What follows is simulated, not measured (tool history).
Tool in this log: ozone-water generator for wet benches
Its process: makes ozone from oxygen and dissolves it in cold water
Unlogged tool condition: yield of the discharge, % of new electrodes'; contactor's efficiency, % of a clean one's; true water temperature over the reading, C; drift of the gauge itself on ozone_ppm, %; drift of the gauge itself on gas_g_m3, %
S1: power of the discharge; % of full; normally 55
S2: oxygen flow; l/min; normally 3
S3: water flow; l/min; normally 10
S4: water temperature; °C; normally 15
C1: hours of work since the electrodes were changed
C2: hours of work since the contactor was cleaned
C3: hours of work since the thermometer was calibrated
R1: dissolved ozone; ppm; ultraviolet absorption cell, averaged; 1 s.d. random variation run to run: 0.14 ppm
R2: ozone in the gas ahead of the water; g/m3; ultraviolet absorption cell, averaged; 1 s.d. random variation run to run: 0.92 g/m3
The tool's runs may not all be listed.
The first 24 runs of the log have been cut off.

{"run": 25, "hour": 665.1, "S1": 83, "S2": 2.05, "S3": 8, "S4": 10, "C1": 1475, "C2": 2817, "C3": 54, "R1": 27, "R2": 246}
{"run": 26, "hour": 692.9, "S1": 83, "S2": 2.14, "S3": 11, "S4": 11, "C1": 1497, "C2": 2839, "C3": 76, "R1": 20.2, "R2": 243.7}
{"run": 27, "hour": 721.4, "S1": 55, "S2": 3, "S3": 8, "S4": 7, "C1": 1520, "C2": 2862, "C3": 98, "R1": 22.4, "R2": 156.8}
{"run": 28, "hour": 757.5, "S1": 55, "S2": 4.24, "S3": 6, "S4": 7, "C1": 1548, "C2": 2890, "C3": 127, "R1": 29.5, "R2": 141.1}
{"run": 29, "hour": 798.2, "S1": 67, "S2": 4.24, "S3": 6, "S4": 7, "C1": 1580, "C2": 2922, "C3": 159, "R1": 35, "R2": 163.2}
{"run": 30, "hour": 835.4, "S1": 81, "S2": 3, "S3": 10, "S4": 21, "C1": 1610, "C2": 2952, "C3": 188, "R1": 20.5, "R2": 215.4}
{"run": 31, "hour": 861.7, "S1": 86, "S2": 1.64, "S3": 13, "S4": 16, "C1": 1631, "C2": 2973, "C3": 209, "R1": 14.8, "R2": 273.6}
{"run": 32, "hour": 886.8, "S1": 86, "S2": 2.59, "S3": 13, "S4": 11, "C1": 1651, "C2": 2992, "C3": 229, "R1": 18.4, "R2": 237.2}

Each row is a separate what-if for the run after 32, all from the same tool condition, not one after another. Results?
{"run": "A", "hour": 927.7, "S1": 97, "S2": 2.59, "S3": 7, "S4": 10, "C1": 1683, "C2": 3025, "C3": 261, "R1": "?", "R2": "?"}
{"run": "B", "hour": 927.7, "S1": 55, "S2": 4.3, "S3": 7, "S4": 15, "C1": 1683, "C2": 3025, "C3": 261, "R1": "?", "R2": "?"}
{"run": "C", "hour": 927.7, "S1": 86, "S2": 4.42, "S3": 13, "S4": 14, "C1": 1683, "C2": 3025, "C3": 261, "R1": "?", "R2": "?"}
{"run": "D", "hour": 927.7, "S1": 86, "S2": 2.59, "S3": 8, "S4": 11, "C1": 1683, "C2": 3025, "C3": 261, "R1": "?", "R2": "?"}
{"run": "E", "hour": 927.7, "S1": 50, "S2": 1.66, "S3": 13, "S4": 9, "C1": 1683, "C2": 3025, "C3": 261, "R1": "?", "R2": "?"}

run=A R1=37.1 R2=260.5
run=B R1=23.1 R2=141.3
run=C R1=20.3 R2=199.5
run=D R1=29.2 R2=236.8
run=E R1=10 R2=178.2
Had the tool no hidden state, the same runs would have come out as:
run=A R1=37.1 R2=253.1
run=B R1=23.1 R2=137.3
run=C R1=20.3 R2=193.8
run=D R1=29.2 R2=230.1
run=E R1=10 R2=173.1
